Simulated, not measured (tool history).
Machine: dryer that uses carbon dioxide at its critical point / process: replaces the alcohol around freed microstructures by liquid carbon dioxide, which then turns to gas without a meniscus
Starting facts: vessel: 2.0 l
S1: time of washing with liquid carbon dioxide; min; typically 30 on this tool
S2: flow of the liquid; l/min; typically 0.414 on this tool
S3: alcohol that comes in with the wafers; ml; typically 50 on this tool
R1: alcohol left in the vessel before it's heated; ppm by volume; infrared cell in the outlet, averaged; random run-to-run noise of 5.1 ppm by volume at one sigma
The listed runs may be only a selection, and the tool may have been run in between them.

Run 1, hour 0.0: usual settings. Result: R1 162 ppm by volume.
Run 2, hour 18.5: usual settings. Result: R1 159 ppm by volume.
Run 3, hour 33.5: usual settings. Result: R1 167 ppm by volume.
Run 4, hour 47.6: usual settings. Result: R1 170 ppm by volume.
At hour 61.8: inlet filter changed.
Run 5, hour 64.6: usual settings. Result: R1 141 ppm by volume.
Run 6, hour 80.4: usual settings but S3 48 ml. Result: R1 137 ppm by volume.
Run 7, hour 100.7: usual settings. Result: R1 151 ppm by volume.
Run 8, hour 111.4: usual settings. Result: R1 136 ppm by volume.
Run 9, hour 124.3: usual settings but S1 19 min, S3 41 ml. Result: R1 535 ppm by volume.
Run 10, hour 133.1: usual settings but S1 31 min, S2 0.504 l/min, S3 100 ml. Result: R1 116 ppm by volume.
Run 11, hour 154.2: usual settings but S1 31 min, S2 0.504 l/min, S3 100 ml. Result: R1 113 ppm by volume.
Run 12, hour 169.6: usual settings but S1 31 min, S2 0.504 l/min, S3 51 ml. Result: R1 110 ppm by volume.
Run 13, hour 181.3: usual settings but S1 31 min, S2 0.504 l/min, S3 51 ml. Result: R1 110 ppm by volume.
Run 14, hour 193.1: usual settings but S1 28 min, S2 0.526 l/min, S3 51 ml. Result: R1 118 ppm by volume.
Run 15, hour 211.0: usual settings but S2 0.363 l/min, S3 115 ml. Result: R1 405 ppm by volume.

Results for each run, recomputed without the tool's hidden state and with each run's random variation untouched:
The hidden state here: flow that reaches the vessel past the clogged filter, %; alcohol in the recycled carbon dioxide, ppm; drift of the gauge itself on alcohol_ppm, %.
run   R1
  1   62
  2   57
  3   65
  4   66
  5   61
  6   55
  7   64
  8   49
  9  433
 10   27
 11   23
 12   18
 13   17
 14   24
 15  281
